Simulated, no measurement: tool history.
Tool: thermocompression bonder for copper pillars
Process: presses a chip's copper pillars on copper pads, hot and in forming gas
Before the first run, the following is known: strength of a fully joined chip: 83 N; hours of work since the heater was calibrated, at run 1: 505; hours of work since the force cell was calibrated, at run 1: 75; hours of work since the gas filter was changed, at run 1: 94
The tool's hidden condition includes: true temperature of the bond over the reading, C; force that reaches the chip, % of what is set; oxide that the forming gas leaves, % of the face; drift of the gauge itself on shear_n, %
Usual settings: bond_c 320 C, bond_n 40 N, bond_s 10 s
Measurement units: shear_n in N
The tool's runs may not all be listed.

run	hour	bond_c	bond_n	bond_s	hours of work since the heater was calibrated	hours of work since the force cell was calibrated	hours of work since the gas filter was changed	shear_n
1	0	320	40	10	505	75	94	43.1
# hour 26.4: forming gas filter changed
2	42.9	320	40	6	529	99	9	35.9
3	91.7	320	40	6	557	127	37	35.8
4	129.7	320	40	6	579	149	59	35.9
5	179.3	320	40	6	607	177	87	35.8
# hour 205.6: heater calibrated with a thermocouple chip
# hour 218.1: forming gas filter changed
6	228.1	320	40	27	13	203	6	57.8
7	279.1	320	36	27	42	233	35	53.3
8	330.9	320	36	27	71	262	64	53.4
9	370.4	320	36	27	94	285	87	53.5
10	404.5	320	36	27	113	304	106	53.4
# hour 409.8: forming gas filter changed
11	439.5	320	36	27	133	324	17	53.5
12	479.3	320	59	27	156	347	40	70.3
13	515	320	59	27	176	367	60	70.7
14	552.1	320	59	27	197	388	81	69.9
15	586.4	320	35	10	217	408	101	37.6
# hour 600.9: forming gas filter changed
16	640.8	320	35	10	248	438	23	37.6
17	669.7	320	35	10	264	455	39	37.6
18	694.7	320	40	10	278	469	54	42.3
19	721.8	320	30	10	294	485	69	32.6
20	752.2	310	55	22	311	502	86	61.6
21	785.8	310	55	12	330	521	106	52.7
# hour 789.4: forming gas filter changed
22	812.8	302	44	29	345	536	13	53.8
23	854.2	302	44	29	369	560	37	53.6
24	894.6	349	43	10	392	583	60	56.4
25	936.1	320	27	10	416	607	84	29.1
26	973	303	55	14	437	628	105	51.6
# hour 978.3: forming gas filter changed
27	1025.2	303	55	14	466	657	27	51.4
28	1057.9	303	55	14	485	676	45	51.6
29	1101.1	343	53	22	510	701	70	70.7
30	1128	316	50	22	525	716	85	60
# hour 1168.6: forming gas filter changed
31	1169.3	316	50	22	548	739	0	59.9
32	1223.7	316	50	22	579	770	31	60.2
33	1267.6	320	25	22	604	795	56	36.5
# hour 1299.3: heater calibrated with a thermocouple chip
34	1319.9	332	37	13	12	824	85	47.5
# hour 1331.2: gauge calibrated
# hour 1359.6: forming gas filter changed
35	1379.4	332	37	13	45	858	11	48.6
36	1416.8	345	49	15	67	879	33	66.1
37	1469.3	322	31	15	97	909	63	40.3
38	1522.5	318	31	15	127	939	93	38.6

Predict each of these 3 candidate next runs independently; none follows another, all start after run 38:
# hour 1550.4: forming gas filter changed
A	1562.5	318	47	15	150	962	7	?
# hour 1550.4: forming gas filter changed
B	1562.5	318	34	15	150	962	7	?
# hour 1550.4: forming gas filter changed
C	1562.5	298	40	7	150	962	7	?

run	shear_n
A	54
B	41.6
C	29.2
Without the tool's unlogged condition, the same runs would have read:
run	shear_n
A	54.2
B	41.8
C	29.4
